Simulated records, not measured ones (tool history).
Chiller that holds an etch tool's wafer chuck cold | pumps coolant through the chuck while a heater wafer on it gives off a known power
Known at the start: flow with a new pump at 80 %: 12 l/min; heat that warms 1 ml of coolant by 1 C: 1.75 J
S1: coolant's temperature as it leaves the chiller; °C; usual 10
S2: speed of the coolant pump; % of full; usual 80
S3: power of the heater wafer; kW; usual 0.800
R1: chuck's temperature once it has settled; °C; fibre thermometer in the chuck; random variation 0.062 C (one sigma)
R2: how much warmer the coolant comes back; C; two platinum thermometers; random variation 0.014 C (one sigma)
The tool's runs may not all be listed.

{"run": 1, "hour": 0.0, "S1": 10, "S2": 80, "S3": 0.8, "R1": 16.1, "R2": 2.32}
{"run": 2, "hour": 22.3, "S1": 10, "S2": 80, "S3": 0.8, "R1": 15.88, "R2": 2.33}
{"run": 3, "hour": 39.6, "S1": 10, "S2": 80, "S3": 0.652, "R1": 14.84, "R2": 1.87}
{"run": 4, "hour": 64.4, "S1": 10, "S2": 80, "S3": 0.652, "R1": 14.78, "R2": 1.9}
{"run": 5, "hour": 90.2, "S1": 10, "S2": 80, "S3": 0.8, "R1": 15.98, "R2": 2.29}
{"run": 6, "hour": 110.5, "S1": 10, "S2": 80, "S3": 0.8, "R1": 15.87, "R2": 2.29}
{"run": 7, "hour": 129.9, "S1": 10, "S2": 80, "S3": 0.8, "R1": 16.0, "R2": 2.33}
{"run": 8, "hour": 157.7, "S1": 10, "S2": 80, "S3": 0.8, "R1": 15.95, "R2": 2.32}
{"run": 9, "hour": 186.8, "S1": 10, "S2": 80, "S3": 0.845, "R1": 16.47, "R2": 2.47}
{"run": 10, "hour": 210.8, "S1": 10, "S2": 80, "S3": 0.845, "R1": 16.27, "R2": 2.46}
{"run": 11, "hour": 243.3, "S1": 10, "S2": 80, "S3": 0.845, "R1": 16.45, "R2": 2.43}
{"run": 12, "hour": 256.8, "S1": 10, "S2": 80, "S3": 0.578, "R1": 14.16, "R2": 1.68}
{"run": 13, "hour": 277.2, "S1": 10, "S2": 80, "S3": 0.545, "R1": 14.11, "R2": 1.57}
{"run": 14, "hour": 303.3, "S1": 10, "S2": 80, "S3": 0.545, "R1": 14.02, "R2": 1.61}
{"run": 15, "hour": 327.2, "S1": 10, "S2": 80, "S3": 0.545, "R1": 14.05, "R2": 1.57}
{"run": 16, "hour": 344.9, "S1": 5, "S2": 80, "S3": 0.8, "R1": 10.96, "R2": 2.31}
{"run": 17, "hour": 365.9, "S1": 10, "S2": 75, "S3": 0.518, "R1": 14.1, "R2": 1.6}
{"run": 18, "hour": 379.4, "S1": 10, "S2": 80, "S3": 0.432, "R1": 13.13, "R2": 1.26}
{"run": 19, "hour": 407.7, "S1": 10, "S2": 80, "S3": 0.432, "R1": 13.14, "R2": 1.24}
{"run": 20, "hour": 428.0, "S1": 10, "S2": 80, "S3": 0.432, "R1": 13.2, "R2": 1.25}
{"run": 21, "hour": 456.2, "S1": 10, "S2": 80, "S3": 0.432, "R1": 13.07, "R2": 1.27}
{"run": 22, "hour": 470.9, "S1": 2, "S2": 80, "S3": 0.776, "R1": 7.9, "R2": 2.25}
{"run": 23, "hour": 503.5, "S1": 18, "S2": 90, "S3": 1.197, "R1": 26.44, "R2": 3.06}
{"run": 24, "hour": 516.9, "S1": 16, "S2": 66, "S3": 1.054, "R1": 25.2, "R2": 3.77}
{"run": 25, "hour": 545.5, "S1": 4, "S2": 61, "S3": 1.054, "R1": 13.69, "R2": 4.09}
{"run": 26, "hour": 572.5, "S1": 4, "S2": 61, "S3": 1.054, "R1": 13.67, "R2": 4.08}
{"run": 27, "hour": 593.9, "S1": 13, "S2": 82, "S3": 0.514, "R1": 16.75, "R2": 1.45}

3 ways to go on from here, each from the tool as it stands after run 27. What would each give?
{"run": "A", "hour": 611.2, "S1": 10, "S2": 81, "S3": 0.8, "R1": "?", "R2": "?"}
{"run": "B", "hour": 611.2, "S1": 10, "S2": 80, "S3": 1.106, "R1": "?", "R2": "?"}
{"run": "C", "hour": 611.2, "S1": 19, "S2": 82, "S3": 0.628, "R1": "?", "R2": "?"}

run=A R1=15.92 R2=2.29
run=B R1=18.42 R2=3.23
run=C R1=23.64 R2=1.77
Without the tool's hidden state the same runs would have given:
run=A R1=15.75 R2=2.26
run=B R1=18.11 R2=3.19
run=C R1=23.55 R2=1.75
